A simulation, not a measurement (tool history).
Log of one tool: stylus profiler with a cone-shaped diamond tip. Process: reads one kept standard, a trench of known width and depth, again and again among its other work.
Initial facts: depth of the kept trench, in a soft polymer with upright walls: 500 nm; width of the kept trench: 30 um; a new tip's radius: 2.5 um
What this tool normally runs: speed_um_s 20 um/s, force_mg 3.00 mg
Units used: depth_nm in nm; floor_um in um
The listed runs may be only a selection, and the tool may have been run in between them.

run	hour	speed_um_s	force_mg	depth_nm	floor_um
1	0.0	20	3.00	509.75	26.92
2	50.3	20	3.00	509.68	26.94
3	80.4	6	3.00	510.03	26.82
4	121.4	6	3.00	509.74	26.87
5	180.8	20	3.00	509.80	26.82
6	239.2	80	3.00	509.94	26.66
7	279.1	80	3.00	510.08	26.66
8	336.5	80	3.00	510.19	26.59
9	372.9	80	3.00	510.11	26.51
10	409.6	57	3.00	510.42	26.62
11	469.8	12	3.00	510.59	26.63
12	526.0	12	3.00	510.36	26.57
13	576.9	12	3.00	510.36	26.62
14	612.2	12	3.00	510.67	26.53
15	678.0	20	3.00	510.64	26.50
16	733.0	27	2.79	510.29	26.53
# hour 736.3: height scale calibrated on a step standard
17	785.8	27	2.79	511.02	26.43
18	818.8	18	4.41	514.30	26.45
19	866.7	18	4.41	514.30	26.37
20	914.3	9	2.91	511.44	26.38
21	978.8	32	7.79	520.33	26.30
22	1008.5	6	4.31	514.36	26.29

What will run 23 give?
23	1049.0	9	2.73	?	?

depth_nm: 510.99 nm
floor_um: 26.29 um
Minus the tool's unlogged condition, the same run would have read depth_nm 508.85 nm, floor_um 26.97 um.

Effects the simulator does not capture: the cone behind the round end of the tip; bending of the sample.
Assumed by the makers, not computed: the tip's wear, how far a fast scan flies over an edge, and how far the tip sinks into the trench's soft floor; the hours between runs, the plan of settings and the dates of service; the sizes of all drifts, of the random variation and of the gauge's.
